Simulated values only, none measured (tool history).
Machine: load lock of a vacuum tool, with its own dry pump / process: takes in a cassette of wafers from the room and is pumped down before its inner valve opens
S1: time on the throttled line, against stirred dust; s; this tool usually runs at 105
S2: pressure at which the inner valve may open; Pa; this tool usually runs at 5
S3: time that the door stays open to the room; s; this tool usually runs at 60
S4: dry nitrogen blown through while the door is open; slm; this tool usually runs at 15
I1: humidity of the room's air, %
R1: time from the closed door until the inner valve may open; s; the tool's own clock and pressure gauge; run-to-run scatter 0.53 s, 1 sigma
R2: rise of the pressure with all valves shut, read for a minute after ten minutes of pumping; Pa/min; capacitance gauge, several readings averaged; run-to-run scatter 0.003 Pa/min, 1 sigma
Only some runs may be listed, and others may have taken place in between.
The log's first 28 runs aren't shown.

{"run": 29, "hour": 5170.2, "S1": 105, "S2": 8, "S3": 132, "S4": 15, "I1": 45.6, "R1": 171.1, "R2": 0.129}
{"run": 30, "hour": 5341.4, "S1": 105, "S2": 8, "S3": 132, "S4": 15, "I1": 43.5, "R1": 172.5, "R2": 0.128}
{"run": 31, "hour": 5466.2, "S1": 105, "S2": 6, "S3": 132, "S4": 22, "I1": 42.8, "R1": 174.3, "R2": 0.128}
{"run": 32, "hour": 5635.7, "S1": 61, "S2": 5, "S3": 45, "S4": 15, "I1": 46.5, "R1": 138.1, "R2": 0.121}
{"run": 33, "hour": 5850.2, "S1": 105, "S2": 5, "S3": 82, "S4": 5, "I1": 45.6, "R1": 176.5, "R2": 0.151}
{"run": 34, "hour": 6100.7, "S1": 105, "S2": 9, "S3": 40, "S4": 23, "I1": 44.5, "R1": 171.6, "R2": 0.127}
{"run": 35, "hour": 6314.5, "S1": 84, "S2": 9, "S3": 68, "S4": 18, "I1": 44, "R1": 153.5, "R2": 0.15}
{"run": 36, "hour": 6564.9, "S1": 84, "S2": 9, "S3": 68, "S4": 38, "I1": 46.2, "R1": 153.6, "R2": 0.161}

Here are 3 independent what-if runs from the current tool condition. What would each one return?
{"hour": 6666.5, "done": "door's seal changed, seat wiped"}
{"run": "A", "hour": 6689.3, "S1": 103, "S2": 5, "S3": 111, "S4": 21, "I1": 47.4, "R1": "?", "R2": "?"}
{"hour": 6666.5, "done": "door's seal changed, seat wiped"}
{"run": "B", "hour": 6689.3, "S1": 193, "S2": 5, "S3": 157, "S4": 4, "I1": 46, "R1": "?", "R2": "?"}
{"hour": 6666.5, "done": "door's seal changed, seat wiped"}
{"run": "C", "hour": 6689.3, "S1": 105, "S2": 5, "S3": 53, "S4": 44, "I1": 46.4, "R1": "?", "R2": "?"}

run=A R1=175.4 R2=0.038
run=B R1=252.6 R2=0.072
run=C R1=177.1 R2=0.019
Stripped of hidden state, with their random variation kept, the same runs would have yielded:
run=A R1=166.5 R2=0.038
run=B R1=245 R2=0.072
run=C R1=168.3 R2=0.02

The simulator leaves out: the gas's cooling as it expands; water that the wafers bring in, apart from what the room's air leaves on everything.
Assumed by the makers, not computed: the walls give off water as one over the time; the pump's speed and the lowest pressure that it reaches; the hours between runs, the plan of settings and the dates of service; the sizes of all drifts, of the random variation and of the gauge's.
